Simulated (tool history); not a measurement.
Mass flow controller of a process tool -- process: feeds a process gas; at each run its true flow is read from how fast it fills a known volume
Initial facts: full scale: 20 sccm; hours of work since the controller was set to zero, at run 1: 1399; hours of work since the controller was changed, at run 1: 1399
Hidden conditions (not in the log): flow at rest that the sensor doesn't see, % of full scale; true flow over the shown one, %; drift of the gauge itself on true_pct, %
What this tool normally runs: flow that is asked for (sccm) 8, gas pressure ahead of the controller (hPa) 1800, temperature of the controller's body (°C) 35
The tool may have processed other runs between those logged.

run,hour,flow that is asked for (sccm),gas pressure ahead of the controller (hPa),temperature of the controller's body (°C),hours of work since the controller was set to zero,hours of work since the controller was changed,true flow (%)
1,0,8,1800,35,1399,1399,100.73
2,79.5,8,1800,35,1447,1447,100.88
3,174.8,3,1800,35,1506,1506,101.83
4,263.3,8,1800,35,1560,1560,100.88
5,373.7,8,1800,35,1628,1628,101.03
6,428.3,8,1800,35,1661,1661,100.92
7,480.3,8,1800,35,1693,1693,101.11
8,573.5,8,1800,35,1750,1750,100.91
9,625.7,8,1620,35,1782,1782,101.11
10,735.4,8,2190,35,1850,1850,100.88
11,786.3,8,2190,35,1881,1881,100.98
12,882.1,8,2270,35,1940,1940,100.87
13,982,8,1860,35,2001,2001,101.18
14,1074.7,8,1450,35,2058,2058,101.32
15,1157.9,2,1800,35,2109,2109,103.57
16,1211.5,7,1800,35,2142,2142,101.38
17,1311.2,7,1800,35,2203,2203,101.42
18,1391.7,19,1800,35,2252,2252,101.2
19,1457.4,8,1800,35,2292,2292,101.32
20,1564,8,2440,35,2358,2358,101.16
21,1626.8,8,2440,35,2396,2396,101.12
22,1737.1,8,2440,35,2464,2464,101.25
23,1828,5,1800,35,2520,2520,102
24,1906.7,5,1800,35,2568,2568,102.05
25,1989.1,5,1800,35,2619,2619,102.11
26,2068.2,13,1610,21,2667,2667,100.99
27,2162,8,2540,35,2725,2725,101.17
28,2253.1,8,2540,35,2780,2780,101.39
29,2337.8,7,2540,21,2832,2832,100.91
30,2445.1,7,1750,21,2898,2898,101.41
31,2553.4,7,1750,21,2965,2965,101.41
32,2617.6,15,2380,21,3004,3004,100.83
33,2677.5,15,2380,21,3041,3041,100.77
34,2782.8,15,2380,21,3105,3105,100.78
35,2837.4,7,1420,23,3139,3139,101.74
36,2938.8,10,1870,34,3201,3201,101.8
37,3032.6,8,2100,22,3259,3259,101.33
38,3141.5,19,2680,36,3325,3325,101.52
39,3214.8,19,2680,36,3370,3370,101.3
40,3280,4,1850,36,3410,3410,103.45
41,3358.7,8,2080,36,3459,3459,102.04
42,3446.1,13,1800,22,3512,3512,101.32
43,3504.2,13,1920,33,3548,3548,101.78
44,3577.5,4,2060,22,3593,3593,102.77
45,3634.6,19,2130,35,3628,3628,101.77
46,3740,19,2130,35,3692,3692,101.77
47,3808.4,19,2130,35,3734,3734,101.87
48,3856.3,19,2130,35,3764,3764,101.73
49,3906.6,3,2070,35,3795,3795,104.6
50,4012.9,8,2610,35,3860,3860,101.98

Pick out some run-to-run changes in true flow (%). Of each, how much would a tool without hidden state show as well, from the settings, what came in and chance, and how much is left for the hidden state and any gauge scatter not in both results compared?
Run 14 -> 15: flow that is asked for (sccm) 8 -> 2, gas pressure ahead of the controller (hPa) 1450 -> 1800. true flow (%) +2.25: hidden state +2.66, all else -0.41.
Run 48 -> 49: flow that is asked for (sccm) 19 -> 3, gas pressure ahead of the controller (hPa) 2130 -> 2070. true flow (%) +2.87: hidden state +3.46, all else -0.59.
Run 49 -> 50: flow that is asked for (sccm) 3 -> 8, gas pressure ahead of the controller (hPa) 2070 -> 2610. true flow (%) -2.62: hidden state -2.52, all else -0.1.

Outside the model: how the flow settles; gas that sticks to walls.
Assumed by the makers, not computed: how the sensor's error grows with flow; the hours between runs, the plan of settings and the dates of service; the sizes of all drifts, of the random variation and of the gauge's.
